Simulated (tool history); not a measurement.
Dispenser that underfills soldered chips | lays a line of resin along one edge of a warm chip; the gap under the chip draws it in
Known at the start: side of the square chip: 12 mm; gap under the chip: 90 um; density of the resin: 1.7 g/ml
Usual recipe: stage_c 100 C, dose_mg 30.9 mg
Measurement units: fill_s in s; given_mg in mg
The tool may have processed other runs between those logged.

run	hour	stage_c	dose_mg	fill_s	given_mg
1	0	100	30.9	74.9	27.91
2	3.4	100	30.9	78.6	28.09
# hour 4.2: new syringe of resin
3	10.7	100	26.7	74.6	24.26
# hour 14.2: dispensing valve cleaned and set on the balance
4	15.7	107	26.7	61.4	26.79
# hour 17.3: new syringe of resin
5	19.4	107	26.7	48.7	26.57
6	23.3	100	29.9	68.1	29.59
# hour 29.3: new syringe of resin
7	30.3	100	29.9	58.6	29.64
8	34.3	100	34.2	64.8	33.51
9	39.8	100	30.9	77.1	30.18
# hour 41: new syringe of resin
10	43.1	100	30.9	60.1	30.42
11	48.9	100	30.9	70.4	30.45
# hour 52.9: new syringe of resin
12	55.4	100	30.9	60.6	30.17
13	60.9	115	30.9	39.5	29.85
# hour 64.7: new syringe of resin
14	65.6	115	30.9	32.4	29.94
15	72.2	99	34	71.6	32.96
# hour 76.4: new syringe of resin
16	78.9	99	34	62.5	32.61
17	85.9	99	34	74.8	32.83
# hour 88.5: new syringe of resin
18	92.9	99	34	66.2	32.56
19	99.5	99	34	78.3	32.46
# hour 100.4: new syringe of resin
20	106.4	100	36.2	66.2	34.37
21	111.1	100	36.2	73.8	34.48
# hour 112.3: new syringe of resin
22	114.7	95	29.5	75.4	27.9
23	121.6	99	29.7	78.4	27.79
# hour 124.1: new syringe of resin
24	127.4	111	39.7	39.5	37.35
25	133.3	114	28.2	44.9	26.41
# hour 136.4: new syringe of resin
26	140.8	103	37.6	55.4	34.69
27	147.6	103	37.6	67.6	34.57
# hour 148.4: new syringe of resin
28	151.4	115	31.7	34.3	29.28

Measured less the same run without the tool's hidden state. The same run-to-run variation is in both; the gauge's scatter may not be:
What the log doesn't record here: resin's viscosity, % of fresh resin's; dose that the valve gives, % of what is set; true chip temperature over the reading, C; drift of the gauge itself on fill_s, %; drift of the gauge itself on given_mg, %.
run	fill_s	given_mg
1	+15.6	-2.8
2	+22.2	-2.88
3	+14.5	-2.6
4	+15.5	-0.09
5	+2.7	-0.14
6	+10.3	-0.21
7	+0.9	-0.33
8	+7.8	-0.45
9	+19.1	-0.5
10	+2.7	-0.55
11	+13.3	-0.66
12	+3.3	-0.75
13	+7.6	-0.85
14	+0.5	-0.93
15	+12.8	-1.14
16	+2.8	-1.24
17	+16	-1.39
18	+7.5	-1.51
19	+20.6	-1.62
20	+8.9	-1.86
21	+17.7	-1.97
22	+4.3	-1.65
23	+17.6	-1.76
24	+2.2	-2.51
25	+9.7	-1.86
26	+5.3	-2.6
27	+17.1	-2.75
28	+2.3	-2.38
